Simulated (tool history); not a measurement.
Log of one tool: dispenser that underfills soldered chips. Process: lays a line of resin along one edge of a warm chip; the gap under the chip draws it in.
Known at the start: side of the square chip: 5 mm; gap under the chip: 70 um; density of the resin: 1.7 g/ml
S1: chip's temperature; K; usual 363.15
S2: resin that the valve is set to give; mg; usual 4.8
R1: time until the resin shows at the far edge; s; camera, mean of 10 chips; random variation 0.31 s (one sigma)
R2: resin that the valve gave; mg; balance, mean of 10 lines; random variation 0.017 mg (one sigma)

run,day,S1,S2,R1,R2
1,0,363.15,4.8,18.9,4.75
# day 0.179: new syringe of resin
2,0.233,363.15,4.8,9.9,4.7
3,0.433,363.15,4.8,12.3,4.72
4,0.638,374.15,4.8,11.2,4.67
# day 0.908: new syringe of resin
5,0.942,363.15,4.8,9.1,4.71
6,1.233,349.15,4.8,21.7,4.64
7,1.575,349.15,4.8,32.6,4.63
# day 1.65: new syringe of resin
8,1.962,349.15,4.8,20.8,4.63
9,2.238,363.15,4.8,18.2,4.62
# day 2.396: new syringe of resin
10,2.625,363.15,4.8,12,4.61
11,2.971,366.15,4.98,15.6,4.75
# day 3.138: new syringe of resin
12,3.208,366.15,4.98,8.9,4.76
13,3.55,353.15,4.9,21.5,4.65
14,3.788,377.15,5.44,13.7,5.14
# day 3.892: new syringe of resin
# day 4.062: dispensing valve cleaned and set on the balance
15,4.079,350.15,5.15,16.8,5.18
16,4.375,363.15,5.28,15,5.28
17,4.608,363.15,4.27,20.9,4.24
# day 4.683: new syringe of resin
18,4.888,363.15,4.27,11.8,4.23

4 ways to go on from here, each from the tool as it stands after run 18. What would each give?
A,5.229,348.15,5.49,?,?
B,5.229,373.15,5.98,?,?
C,5.229,369.15,4.16,?,?
D,5.229,351.15,4.58,?,?

run,R1,R2
A,28.8,5.46
B,12.6,5.91
C,15.5,4.13
D,25.3,4.51
Without the tool's hidden state the same runs would have given:
run,R1,R2
A,13.9,5.51
B,6,5.96
C,7.5,4.17
D,11.9,4.56
